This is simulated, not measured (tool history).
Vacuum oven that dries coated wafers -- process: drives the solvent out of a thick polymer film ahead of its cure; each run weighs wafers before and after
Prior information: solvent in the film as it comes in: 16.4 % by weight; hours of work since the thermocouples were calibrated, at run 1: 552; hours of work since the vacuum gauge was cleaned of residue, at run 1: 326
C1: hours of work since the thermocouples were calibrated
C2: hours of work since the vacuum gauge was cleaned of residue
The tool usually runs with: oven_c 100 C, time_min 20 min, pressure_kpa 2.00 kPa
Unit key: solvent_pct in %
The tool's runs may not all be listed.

run 1 hour=0.0 | oven_c=100 time_min=20 pressure_kpa=2.00 | C1=552 C2=326 | solvent_pct=1.74
run 2 hour=38.1 | oven_c=100 time_min=12 pressure_kpa=2.00 | C1=568 C2=342 | solvent_pct=3.05
run 3 hour=59.9 | oven_c=100 time_min=20 pressure_kpa=2.00 | C1=577 C2=351 | solvent_pct=1.83
run 4 hour=87.8 | oven_c=100 time_min=20 pressure_kpa=2.00 | C1=589 C2=362 | solvent_pct=1.86
run 5 hour=112.6 | oven_c=100 time_min=20 pressure_kpa=2.00 | C1=599 C2=373 | solvent_pct=1.78
run 6 hour=158.9 | oven_c=100 time_min=20 pressure_kpa=2.00 | C1=618 C2=392 | solvent_pct=1.78
run 7 hour=194.7 | oven_c=100 time_min=20 pressure_kpa=2.00 | C1=633 C2=407 | solvent_pct=1.91
run 8 hour=225.4 | oven_c=100 time_min=20 pressure_kpa=2.00 | C1=646 C2=420 | solvent_pct=1.83
run 9 hour=264.0 | oven_c=100 time_min=20 pressure_kpa=2.00 | C1=662 C2=436 | solvent_pct=1.88
run 10 hour=308.0 | oven_c=100 time_min=20 pressure_kpa=2.00 | C1=681 C2=454 | solvent_pct=1.84
run 11 hour=342.9 | oven_c=100 time_min=20 pressure_kpa=2.00 | C1=695 C2=469 | solvent_pct=1.80
run 12 hour=367.3 | oven_c=100 time_min=20 pressure_kpa=2.00 | C1=705 C2=479 | solvent_pct=1.82
run 13 hour=416.6 | oven_c=100 time_min=20 pressure_kpa=2.00 | C1=726 C2=500 | solvent_pct=1.84
run 14 hour=461.8 | oven_c=100 time_min=20 pressure_kpa=2.00 | C1=745 C2=518 | solvent_pct=1.97
run 15 hour=497.5 | oven_c=100 time_min=20 pressure_kpa=2.00 | C1=760 C2=533 | solvent_pct=2.00
run 16 hour=527.5 | oven_c=112 time_min=20 pressure_kpa=2.00 | C1=772 C2=546 | solvent_pct=0.98
run 17 hour=574.7 | oven_c=112 time_min=18 pressure_kpa=2.00 | C1=792 C2=566 | solvent_pct=1.03
run 18 hour=611.3 | oven_c=100 time_min=20 pressure_kpa=2.00 | C1=807 C2=581 | solvent_pct=1.79
run 19 hour=638.3 | oven_c=100 time_min=20 pressure_kpa=1.77 | C1=819 C2=592 | solvent_pct=1.73
run 20 hour=681.4 | oven_c=100 time_min=20 pressure_kpa=1.77 | C1=836 C2=610 | solvent_pct=1.77
run 21 hour=708.2 | oven_c=100 time_min=20 pressure_kpa=1.77 | C1=848 C2=621 | solvent_pct=1.66
run 22 hour=754.4 | oven_c=100 time_min=20 pressure_kpa=2.00 | C1=867 C2=641 | solvent_pct=1.87
run 23 hour=776.4 | oven_c=100 time_min=20 pressure_kpa=2.00 | C1=876 C2=650 | solvent_pct=1.86
run 24 hour=797.7 | oven_c=100 time_min=20 pressure_kpa=2.00 | C1=885 C2=659 | solvent_pct=1.78
run 25 hour=824.2 | oven_c=100 time_min=20 pressure_kpa=2.00 | C1=896 C2=670 | solvent_pct=1.84
run 26 hour=874.9 | oven_c=100 time_min=20 pressure_kpa=2.00 | C1=917 C2=691 | solvent_pct=1.94
run 27 hour=924.7 | oven_c=100 time_min=20 pressure_kpa=2.00 | C1=938 C2=712 | solvent_pct=1.86
run 28 hour=974.7 | oven_c=102 time_min=25 pressure_kpa=3.18 | C1=959 C2=733 | solvent_pct=2.18
run 29 hour=1014.8 | oven_c=115 time_min=20 pressure_kpa=2.12 | C1=976 C2=749 | solvent_pct=0.92
run 30 hour=1060.2 | oven_c=108 time_min=23 pressure_kpa=2.91 | C1=995 C2=768 | solvent_pct=1.66
run 31 hour=1097.1 | oven_c=108 time_min=23 pressure_kpa=2.91 | C1=1010 C2=784 | solvent_pct=1.64
run 32 hour=1139.9 | oven_c=100 time_min=21 pressure_kpa=2.69 | C1=1028 C2=801 | solvent_pct=2.26
run 33 hour=1172.0 | oven_c=100 time_min=23 pressure_kpa=1.06 | C1=1041 C2=815 | solvent_pct=0.98
run 34 hour=1208.6 | oven_c=92 time_min=23 pressure_kpa=1.03 | C1=1057 C2=830 | solvent_pct=2.27
run 35 hour=1258.5 | oven_c=92 time_min=23 pressure_kpa=1.03 | C1=1077 C2=851 | solvent_pct=2.32
run 36 hour=1285.2 | oven_c=92 time_min=23 pressure_kpa=1.54 | C1=1088 C2=862 | solvent_pct=2.86
run 37 hour=1334.4 | oven_c=99 time_min=12 pressure_kpa=5.61 | C1=1109 C2=883 | solvent_pct=5.74
run 38 hour=1385.2 | oven_c=86 time_min=23 pressure_kpa=1.92 | C1=1130 C2=904 | solvent_pct=5.04
run 39 hour=1406.4 | oven_c=113 time_min=23 pressure_kpa=1.92 | C1=1139 C2=913 | solvent_pct=0.90
run 40 hour=1457.8 | oven_c=113 time_min=23 pressure_kpa=1.92 | C1=1160 C2=934 | solvent_pct=0.93
run 41 hour=1507.7 | oven_c=85 time_min=24 pressure_kpa=2.00 | C1=1181 C2=955 | solvent_pct=5.49
run 42 hour=1547.0 | oven_c=85 time_min=22 pressure_kpa=1.30 | C1=1198 C2=971 | solvent_pct=5.08
run 43 hour=1569.2 | oven_c=107 time_min=20 pressure_kpa=4.25 | C1=1207 C2=981 | solvent_pct=2.40
run 44 hour=1607.5 | oven_c=107 time_min=20 pressure_kpa=2.30 | C1=1223 C2=997 | solvent_pct=1.34
run 45 hour=1628.8 | oven_c=107 time_min=20 pressure_kpa=2.30 | C1=1232 C2=1005 | solvent_pct=1.48
run 46 hour=1671.8 | oven_c=100 time_min=31 pressure_kpa=1.56 | C1=1250 C2=1023 | solvent_pct=1.26
run 47 hour=1699.7 | oven_c=100 time_min=30 pressure_kpa=6.58 | C1=1261 C2=1035 | solvent_pct=4.90
run 48 hour=1722.9 | oven_c=86 time_min=20 pressure_kpa=5.36 | C1=1271 C2=1045 | solvent_pct=8.95

Branching from run 48: 3 alternative next runs. What would each branch give?
run A hour=1746.0 | oven_c=103 time_min=22 pressure_kpa=6.31 | C1=1281 C2=1054 | solvent_pct=?
run B hour=1746.0 | oven_c=96 time_min=36 pressure_kpa=6.70 | C1=1281 C2=1054 | solvent_pct=?
run C hour=1746.0 | oven_c=87 time_min=26 pressure_kpa=2.00 | C1=1281 C2=1054 | solvent_pct=?

run=A solvent_pct=4.15
run=B solvent_pct=5.70
run=C solvent_pct=4.36
Take away the tool's hidden state, keep each run's random variation, and the runs would have read:
run=A solvent_pct=4.13
run=B solvent_pct=5.68
run=C solvent_pct=4.33
